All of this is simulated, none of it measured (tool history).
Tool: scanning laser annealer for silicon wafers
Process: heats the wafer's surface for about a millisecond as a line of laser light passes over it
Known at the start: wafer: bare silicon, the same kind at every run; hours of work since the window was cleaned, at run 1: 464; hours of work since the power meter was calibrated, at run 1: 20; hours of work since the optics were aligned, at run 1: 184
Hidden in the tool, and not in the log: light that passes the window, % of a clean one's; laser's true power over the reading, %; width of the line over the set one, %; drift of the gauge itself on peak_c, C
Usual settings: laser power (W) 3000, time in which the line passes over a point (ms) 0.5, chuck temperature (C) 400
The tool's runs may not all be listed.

run   hour  laser power (W)  time in which the line passes over a point (ms)  chuck temperature (C)  hours of work since the window was cleaned  hours of work since the power meter was calibrated  hours of work since the optics were aligned  highest temperature of the surface (C)
  1      0             3000                                              0.5                    400                                         464                                                  20                                          184                                    1120
  2    6.3             3000                                              0.5                    400                                         468                                                  24                                          188                                    1120
  3     17             3000                                              0.5                    400                                         474                                                  30                                          195                                    1116
  4   22.7             3000                                              0.5                    400                                         478                                                  34                                          198                                    1117
  5   32.9             2869                                              0.5                    400                                         484                                                  40                                          204                                    1085
  6   41.2             2869                                              0.5                    400                                         489                                                  45                                          209                                    1082
  7   46.7             3000                                              0.5                    400                                         492                                                  48                                          213                                    1120
  8   52.3             3000                                            0.388                    400                                         496                                                  52                                          216                                    1022
  9   57.1             3000                                            0.388                    400                                         499                                                  55                                          219                                    1024
 10     67             3000                                            0.388                    400                                         505                                                  61                                          225                                    1022
 11   76.8             3000                                            0.388                    400                                         511                                                  67                                          231                                    1022
 12   88.4             3000                                            0.388                    400                                         518                                                  74                                          238                                    1020
 13  100.1             3000                                            0.502                    400                                         525                                                  81                                          246                                    1119
 14    111             3000                                            0.502                    400                                         532                                                  88                                          252                                    1118
 15    116             3000                                            0.502                    400                                         535                                                  91                                          255                                    1117
 16  123.8             3000                                            0.502                    400                                         540                                                  96                                          260                                    1113
 17  129.9             3107                                              0.5                    400                                         543                                                 100                                          264                                    1141
 18  137.4             3107                                              0.5                    400                                         548                                                 104                                          268                                    1144
 19  146.1             3000                                            0.478                    400                                         553                                                 109                                          274                                    1097
 20  151.9             3000                                            0.478                    400                                         557                                                 113                                          277                                    1100
 21  163.2             2803                                            0.477                    399                                         564                                                 120                                          284                                    1047
 22  173.4             2803                                            0.477                    399                                         570                                                 126                                          291                                    1046
 23  181.8             2829                                            0.429                    399                                         575                                                 131                                          296                                    1014
 24  188.8             2829                                            0.481                    394                                         580                                                 136                                          300                                    1050
 25  198.4             2829                                            0.481                    394                                         586                                                 142                                          306                                    1048
 26  206.2             2829                                            0.481                    394                                         590                                                 146                                          311                                    1048
 27  214.6             2829                                            0.481                    398                                         596                                                 152                                          316                                    1054
 28  219.5             2848                                            0.477                    372                                         598                                                 155                                          319                                    1029
 29    228             2848                                            0.477                    372                                         604                                                 160                                          324                                    1026
 30  239.3             3156                                            0.594                    400                                         611                                                 167                                          331                                    1226
 31  249.4             2579                                            0.519                    400                                         617                                                 173                                          337                                    1017
 32  256.4             2579                                            0.389                    367                                         621                                                 177                                          342                                     893
 33  262.1             3000                                            0.525                    402                                         625                                                 181                                          345                                    1133
 34  270.2             3022                                            0.496                    418                                         630                                                 186                                          350                                    1127
 35  281.9             3227                                            0.474                    400                                         637                                                 193                                          357                                    1147
 36  289.6             3227                                            0.474                    399                                         642                                                 198                                          362                                    1142
 37  299.1             2987                                            0.393                    400                                         647                                                 204                                          368                                    1016
 38  309.8             2598                                            0.389                    398                                         654                                                 210                                          374                                     930
 39  319.6             3000                                            0.591                    383                                         660                                                 216                                          380                                    1163
 40  327.3             3234                                            0.359                    399                                         665                                                 221                                          385                                    1038

Forecast each of these 3 alternatives for the next run:
     335.1  -- window over the wafer cleaned
  A   337             3103                                            0.493                    406                                           1                                                 226                                          390                                       ?
     335.1  -- window over the wafer cleaned
  B   337             3000                                              0.5                    407                                           1                                                 226                                          390                                       ?
     335.1  -- window over the wafer cleaned
  C   337             2571                                            0.618                    417                                           1                                                 226                                          390                                       ?

run  highest temperature of the surface (C)
  A                                    1166
  B                                    1146
  C                                    1118
Without the tool's hidden state the same runs would have given:
run  highest temperature of the surface (C)
  A                                    1168
  B                                    1148
  C                                    1121

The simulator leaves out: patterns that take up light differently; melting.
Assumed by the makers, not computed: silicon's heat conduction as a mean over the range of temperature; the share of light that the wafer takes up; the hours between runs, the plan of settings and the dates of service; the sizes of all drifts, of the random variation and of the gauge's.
